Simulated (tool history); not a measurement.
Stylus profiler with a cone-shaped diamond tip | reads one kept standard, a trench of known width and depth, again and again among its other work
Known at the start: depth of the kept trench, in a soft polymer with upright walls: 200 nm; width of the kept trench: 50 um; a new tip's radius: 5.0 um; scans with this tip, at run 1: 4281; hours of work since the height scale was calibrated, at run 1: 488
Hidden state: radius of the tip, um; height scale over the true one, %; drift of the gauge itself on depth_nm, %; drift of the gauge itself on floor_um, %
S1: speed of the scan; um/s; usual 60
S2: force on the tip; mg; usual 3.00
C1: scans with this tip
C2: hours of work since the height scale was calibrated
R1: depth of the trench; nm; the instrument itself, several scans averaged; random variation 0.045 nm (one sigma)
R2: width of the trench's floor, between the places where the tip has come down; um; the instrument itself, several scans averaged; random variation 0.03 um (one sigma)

{"run": 1, "hour": 0.0, "S1": 60, "S2": 3.0, "C1": 4281, "C2": 488, "R1": 202.06, "R2": 45.67}
{"run": 2, "hour": 41.9, "S1": 60, "S2": 3.0, "C1": 4542, "C2": 518, "R1": 202.12, "R2": 45.64}
{"run": 3, "hour": 83.9, "S1": 60, "S2": 3.0, "C1": 4805, "C2": 548, "R1": 202.07, "R2": 45.59}
{"run": 4, "hour": 132.3, "S1": 60, "S2": 3.0, "C1": 5107, "C2": 583, "R1": 202.15, "R2": 45.59}
{"run": 5, "hour": 173.6, "S1": 60, "S2": 3.0, "C1": 5365, "C2": 612, "R1": 202.14, "R2": 45.46}
{"run": 6, "hour": 197.2, "S1": 60, "S2": 3.0, "C1": 5512, "C2": 629, "R1": 202.22, "R2": 45.45}
{"run": 7, "hour": 229.1, "S1": 60, "S2": 3.0, "C1": 5711, "C2": 652, "R1": 202.2, "R2": 45.4}
{"run": 8, "hour": 272.9, "S1": 60, "S2": 3.0, "C1": 5985, "C2": 683, "R1": 202.26, "R2": 45.32}
{"run": 9, "hour": 295.5, "S1": 20, "S2": 3.0, "C1": 6126, "C2": 699, "R1": 202.17, "R2": 45.53}
{"run": 10, "hour": 324.6, "S1": 49, "S2": 3.0, "C1": 6308, "C2": 720, "R1": 202.25, "R2": 45.32}
{"run": 11, "hour": 372.3, "S1": 49, "S2": 3.0, "C1": 6606, "C2": 754, "R1": 202.25, "R2": 45.32}
{"run": 12, "hour": 392.5, "S1": 49, "S2": 3.0, "C1": 6732, "C2": 768, "R1": 202.14, "R2": 45.27}
{"run": 13, "hour": 432.9, "S1": 49, "S2": 3.0, "C1": 6984, "C2": 797, "R1": 202.31, "R2": 45.16}
{"run": 14, "hour": 474.1, "S1": 49, "S2": 3.0, "C1": 7241, "C2": 826, "R1": 202.26, "R2": 45.14}
{"run": 15, "hour": 520.4, "S1": 60, "S2": 3.0, "C1": 7531, "C2": 859, "R1": 202.32, "R2": 45.04}
{"run": 16, "hour": 552.2, "S1": 60, "S2": 3.0, "C1": 7729, "C2": 882, "R1": 202.29, "R2": 45.0}
{"run": 17, "hour": 585.7, "S1": 60, "S2": 3.0, "C1": 7938, "C2": 906, "R1": 202.33, "R2": 44.92}
{"run": 18, "hour": 620.2, "S1": 39, "S2": 1.48, "C1": 8154, "C2": 930, "R1": 201.7, "R2": 44.92}
{"run": 19, "hour": 665.4, "S1": 59, "S2": 3.55, "C1": 8436, "C2": 962, "R1": 202.46, "R2": 44.92}
{"run": 20, "hour": 697.2, "S1": 59, "S2": 3.55, "C1": 8634, "C2": 985, "R1": 202.54, "R2": 44.87}
{"run": 21, "hour": 730.4, "S1": 52, "S2": 2.67, "C1": 8842, "C2": 1009, "R1": 202.27, "R2": 44.79}
{"run": 22, "hour": 763.7, "S1": 57, "S2": 5.1, "C1": 9050, "C2": 1033, "R1": 203.15, "R2": 44.82}
{"hour": 773.7, "done": "new tip fitted, height scale calibrated"}
{"run": 23, "hour": 802.5, "S1": 110, "S2": 8.48, "C1": 181, "C2": 21, "R1": 203.6, "R2": 46.81}
{"run": 24, "hour": 846.9, "S1": 94, "S2": 8.48, "C1": 458, "C2": 52, "R1": 203.73, "R2": 46.77}
{"run": 25, "hour": 879.2, "S1": 59, "S2": 4.83, "C1": 659, "C2": 75, "R1": 202.53, "R2": 46.78}
{"run": 26, "hour": 910.4, "S1": 93, "S2": 2.46, "C1": 854, "C2": 97, "R1": 201.67, "R2": 46.45}
{"run": 27, "hour": 945.9, "S1": 60, "S2": 7.43, "C1": 1076, "C2": 123, "R1": 203.4, "R2": 46.71}
{"run": 28, "hour": 969.4, "S1": 60, "S2": 7.43, "C1": 1223, "C2": 139, "R1": 203.37, "R2": 46.63}
{"run": 29, "hour": 995.3, "S1": 115, "S2": 1.28, "C1": 1385, "C2": 158, "R1": 201.21, "R2": 45.85}
{"run": 30, "hour": 1025.9, "S1": 115, "S2": 1.28, "C1": 1576, "C2": 180, "R1": 201.23, "R2": 45.79}
{"run": 31, "hour": 1060.7, "S1": 19, "S2": 8.2, "C1": 1793, "C2": 205, "R1": 203.68, "R2": 46.62}
{"run": 32, "hour": 1092.6, "S1": 186, "S2": 3.6, "C1": 1992, "C2": 227, "R1": 202.23, "R2": 45.75}
{"run": 33, "hour": 1113.2, "S1": 186, "S2": 3.6, "C1": 2121, "C2": 242, "R1": 202.24, "R2": 45.74}
{"run": 34, "hour": 1148.2, "S1": 32, "S2": 1.01, "C1": 2339, "C2": 267, "R1": 201.16, "R2": 46.19}

Some steps in R1 between neighbouring runs. How much of each would the tool show without its hidden state too (settings, what came in, random variation), and how much is left for the hidden state, with any gauge scatter that isn't in both results?
Run 3 -> 4: no setting changed, nothing entered. R1 +0.08 nm: hidden state +0.03, all else +0.05.
Run 14 -> 15: S1 49 -> 60. R1 +0.06 nm: hidden state +0.03, all else +0.03.
Run 22 -> 23: S1 57 -> 110, S2 5.10 -> 8.48, new tip fitted, height scale calibrated. R1 +0.45 nm: hidden state -0.54, all else +0.99.
Run 26 -> 27: S1 93 -> 60, S2 2.46 -> 7.43. R1 +1.73 nm: hidden state +0.01, all else +1.72.
Run 28 -> 29: S1 60 -> 115, S2 7.43 -> 1.28. R1 -2.16 nm: hidden state +0.01, all else -2.17.
Run 30 -> 31: S1 115 -> 19, S2 1.28 -> 8.20. R1 +2.45 nm: hidden state +0.02, all else +2.43.
